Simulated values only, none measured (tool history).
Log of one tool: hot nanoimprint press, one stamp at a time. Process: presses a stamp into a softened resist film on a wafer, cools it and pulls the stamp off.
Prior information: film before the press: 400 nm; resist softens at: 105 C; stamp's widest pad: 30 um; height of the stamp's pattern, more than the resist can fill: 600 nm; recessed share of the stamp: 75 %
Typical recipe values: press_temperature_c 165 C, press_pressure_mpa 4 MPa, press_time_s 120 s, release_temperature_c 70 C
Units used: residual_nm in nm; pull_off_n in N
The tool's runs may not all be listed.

{"run": 1, "day": 0.0, "press_temperature_c": 165, "press_pressure_mpa": 4, "press_time_s": 120, "release_temperature_c": 70, "residual_nm": 146.5, "pull_off_n": 139}
{"day": 1.304, "done": "stamp cleaned and given a new release coat"}
{"run": 2, "day": 1.792, "press_temperature_c": 165, "press_pressure_mpa": 4.51, "press_time_s": 120, "release_temperature_c": 70, "residual_nm": 135, "pull_off_n": 145}
{"run": 3, "day": 4.717, "press_temperature_c": 165, "press_pressure_mpa": 4, "press_time_s": 120, "release_temperature_c": 70, "residual_nm": 145.4, "pull_off_n": 144}
{"run": 4, "day": 6.538, "press_temperature_c": 165, "press_pressure_mpa": 4, "press_time_s": 120, "release_temperature_c": 70, "residual_nm": 145.3, "pull_off_n": 143}
{"run": 5, "day": 8.604, "press_temperature_c": 165, "press_pressure_mpa": 4, "press_time_s": 120, "release_temperature_c": 70, "residual_nm": 145.3, "pull_off_n": 143}
{"run": 6, "day": 10.954, "press_temperature_c": 165, "press_pressure_mpa": 3.33, "press_time_s": 120, "release_temperature_c": 70, "residual_nm": 160, "pull_off_n": 137}
{"run": 7, "day": 13.454, "press_temperature_c": 165, "press_pressure_mpa": 4.29, "press_time_s": 120, "release_temperature_c": 70, "residual_nm": 138.7, "pull_off_n": 140}
{"run": 8, "day": 15.392, "press_temperature_c": 165, "press_pressure_mpa": 4.29, "press_time_s": 120, "release_temperature_c": 68, "residual_nm": 139, "pull_off_n": 154}
{"run": 9, "day": 17.425, "press_temperature_c": 165, "press_pressure_mpa": 4, "press_time_s": 120, "release_temperature_c": 58, "residual_nm": 145.5, "pull_off_n": 192}
{"run": 10, "day": 20.192, "press_temperature_c": 165, "press_pressure_mpa": 2.97, "press_time_s": 120, "release_temperature_c": 70, "residual_nm": 169.8, "pull_off_n": 148}
{"run": 11, "day": 22.746, "press_temperature_c": 165, "press_pressure_mpa": 2.97, "press_time_s": 120, "release_temperature_c": 70, "residual_nm": 168.5, "pull_off_n": 136}
{"run": 12, "day": 24.988, "press_temperature_c": 165, "press_pressure_mpa": 4.71, "press_time_s": 120, "release_temperature_c": 70, "residual_nm": 132.2, "pull_off_n": 147}
{"run": 13, "day": 26.292, "press_temperature_c": 165, "press_pressure_mpa": 4.71, "press_time_s": 120, "release_temperature_c": 70, "residual_nm": 131.9, "pull_off_n": 140}
{"day": 27.671, "done": "stamp cleaned and given a new release coat"}
{"run": 14, "day": 29.396, "press_temperature_c": 177, "press_pressure_mpa": 4, "press_time_s": 120, "release_temperature_c": 70, "residual_nm": 69.2, "pull_off_n": 139}
{"run": 15, "day": 30.583, "press_temperature_c": 166, "press_pressure_mpa": 5.05, "press_time_s": 183, "release_temperature_c": 70, "residual_nm": 101.3, "pull_off_n": 144}
{"run": 16, "day": 33.2, "press_temperature_c": 165, "press_pressure_mpa": 4, "press_time_s": 120, "release_temperature_c": 63, "residual_nm": 144.9, "pull_off_n": 166}
{"run": 17, "day": 35.783, "press_temperature_c": 165, "press_pressure_mpa": 4, "press_time_s": 120, "release_temperature_c": 63, "residual_nm": 146.3, "pull_off_n": 173}
{"day": 36.542, "done": "plate thermocouple calibrated"}
{"run": 18, "day": 37.125, "press_temperature_c": 165, "press_pressure_mpa": 4, "press_time_s": 120, "release_temperature_c": 63, "residual_nm": 147.1, "pull_off_n": 170}
{"run": 19, "day": 39.95, "press_temperature_c": 165, "press_pressure_mpa": 4.67, "press_time_s": 194, "release_temperature_c": 68, "residual_nm": 111.8, "pull_off_n": 152}
{"run": 20, "day": 41.488, "press_temperature_c": 154, "press_pressure_mpa": 4, "press_time_s": 116, "release_temperature_c": 70, "residual_nm": 280.4, "pull_off_n": 139}
{"run": 21, "day": 44.304, "press_temperature_c": 172, "press_pressure_mpa": 4, "press_time_s": 120, "release_temperature_c": 70, "residual_nm": 92.5, "pull_off_n": 139}
{"run": 22, "day": 46.467, "press_temperature_c": 163, "press_pressure_mpa": 2.88, "press_time_s": 102, "release_temperature_c": 56, "residual_nm": 203.7, "pull_off_n": 206}
{"run": 23, "day": 48.275, "press_temperature_c": 163, "press_pressure_mpa": 2.88, "press_time_s": 102, "release_temperature_c": 56, "residual_nm": 204.2, "pull_off_n": 207}
{"run": 24, "day": 50.812, "press_temperature_c": 163, "press_pressure_mpa": 2.88, "press_time_s": 102, "release_temperature_c": 56, "residual_nm": 205.3, "pull_off_n": 201}
{"run": 25, "day": 52.025, "press_temperature_c": 163, "press_pressure_mpa": 4, "press_time_s": 120, "release_temperature_c": 58, "residual_nm": 164.9, "pull_off_n": 197}
{"day": 54.158, "done": "stamp cleaned and given a new release coat"}
{"run": 26, "day": 54.592, "press_temperature_c": 165, "press_pressure_mpa": 4.88, "press_time_s": 106, "release_temperature_c": 67, "residual_nm": 136.6, "pull_off_n": 154}
{"run": 27, "day": 55.904, "press_temperature_c": 175, "press_pressure_mpa": 4.02, "press_time_s": 71, "release_temperature_c": 75, "residual_nm": 95.2, "pull_off_n": 124}
{"day": 58.175, "done": "press's hydraulic seals changed and the load cell set to zero"}
{"run": 28, "day": 58.821, "press_temperature_c": 170, "press_pressure_mpa": 5.24, "press_time_s": 149, "release_temperature_c": 60, "residual_nm": 83.7, "pull_off_n": 185}

Here are 3 independent what-if runs from the current tool condition. What would each one return?
{"run": "A", "day": 61.054, "press_temperature_c": 170, "press_pressure_mpa": 3.86, "press_time_s": 92, "release_temperature_c": 68, "residual_nm": "?", "pull_off_n": "?"}
{"run": "B", "day": 61.054, "press_temperature_c": 170, "press_pressure_mpa": 2.86, "press_time_s": 149, "release_temperature_c": 60, "residual_nm": "?", "pull_off_n": "?"}
{"run": "C", "day": 61.054, "press_temperature_c": 165, "press_pressure_mpa": 3.59, "press_time_s": 120, "release_temperature_c": 77, "residual_nm": "?", "pull_off_n": "?"}

run=A residual_nm=119 pull_off_n=146
run=B residual_nm=116.9 pull_off_n=188
run=C residual_nm=152.7 pull_off_n=112
With no hidden state in the tool, these same runs would have given:
run=A residual_nm=119.4 pull_off_n=146
run=B residual_nm=117.3 pull_off_n=187
run=C residual_nm=153.2 pull_off_n=111

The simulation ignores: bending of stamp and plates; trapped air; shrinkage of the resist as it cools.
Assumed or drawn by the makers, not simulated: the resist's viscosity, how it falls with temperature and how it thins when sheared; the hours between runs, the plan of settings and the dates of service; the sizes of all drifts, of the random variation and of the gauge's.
